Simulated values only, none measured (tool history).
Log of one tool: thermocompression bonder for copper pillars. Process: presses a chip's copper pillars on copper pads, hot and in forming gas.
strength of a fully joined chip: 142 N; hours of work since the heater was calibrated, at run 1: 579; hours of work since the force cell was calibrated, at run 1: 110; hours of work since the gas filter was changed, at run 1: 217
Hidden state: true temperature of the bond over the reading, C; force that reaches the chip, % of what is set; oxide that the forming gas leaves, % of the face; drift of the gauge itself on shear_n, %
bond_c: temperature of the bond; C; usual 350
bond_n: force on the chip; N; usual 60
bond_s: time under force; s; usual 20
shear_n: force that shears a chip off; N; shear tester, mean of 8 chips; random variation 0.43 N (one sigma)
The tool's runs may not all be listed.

run	day	bond_c	bond_n	bond_s	hours of work since the heater was calibrated	hours of work since the force cell was calibrated	hours of work since the gas filter was changed	shear_n
1	0.000	350	60	20	579	110	217	65.4
2	0.171	350	60	20	582	112	219	64.4
3	0.504	350	60	20	585	116	223	64.7
4	0.792	350	60	20	589	120	226	63.9
5	0.979	350	60	20	591	122	229	65.6
6	1.167	350	60	20	593	124	231	64.8
7	1.517	359	60	20	598	128	235	69.3
8	1.679	359	60	20	600	130	237	68.5
9	1.929	350	60	20	603	133	240	64.5
10	2.308	350	60	20	607	138	244	65.1
11	2.646	350	46	20	611	142	248	51.1
12	2.808	350	46	20	613	144	250	51.2
13	3.000	350	46	20	615	146	253	51.6
14	3.258	378	46	20	619	149	256	60.6
15	3.454	333	60	20	621	151	258	56.7
16	3.708	333	60	20	624	154	261	57.0
17	4.058	333	60	20	628	159	265	57.3
18	4.408	350	60	20	632	163	270	64.2
19	4.771	350	60	15	637	167	274	58.1
20	4.971	350	60	15	639	170	276	57.7
21	5.175	375	60	20	642	172	279	75.0
22	5.438	324	60	58	645	175	282	77.8
23	5.683	365	70	37	648	178	285	96.1
24	5.883	354	44	20	650	181	287	51.3
25	6.062	354	44	20	652	183	289	50.4
26	6.304	352	65	20	655	186	292	70.1
27	6.567	352	38	20	658	189	296	42.4
28	6.821	352	38	20	661	192	299	42.7
29	7.138	352	38	20	665	196	302	43.1
30	7.429	352	37	12	669	199	306	33.7
31	7.704	350	39	20	672	202	309	43.1
32	7.912	350	39	20	674	205	312	43.3
33	8.229	350	74	13	678	209	315	65.7

Forecast run 34:
34	8.429	350	74	13	681	211	318	?

Run 34 gave shear_n 66.5 N.
Without the tool's hidden state the same run would have given shear_n 66.8 N.

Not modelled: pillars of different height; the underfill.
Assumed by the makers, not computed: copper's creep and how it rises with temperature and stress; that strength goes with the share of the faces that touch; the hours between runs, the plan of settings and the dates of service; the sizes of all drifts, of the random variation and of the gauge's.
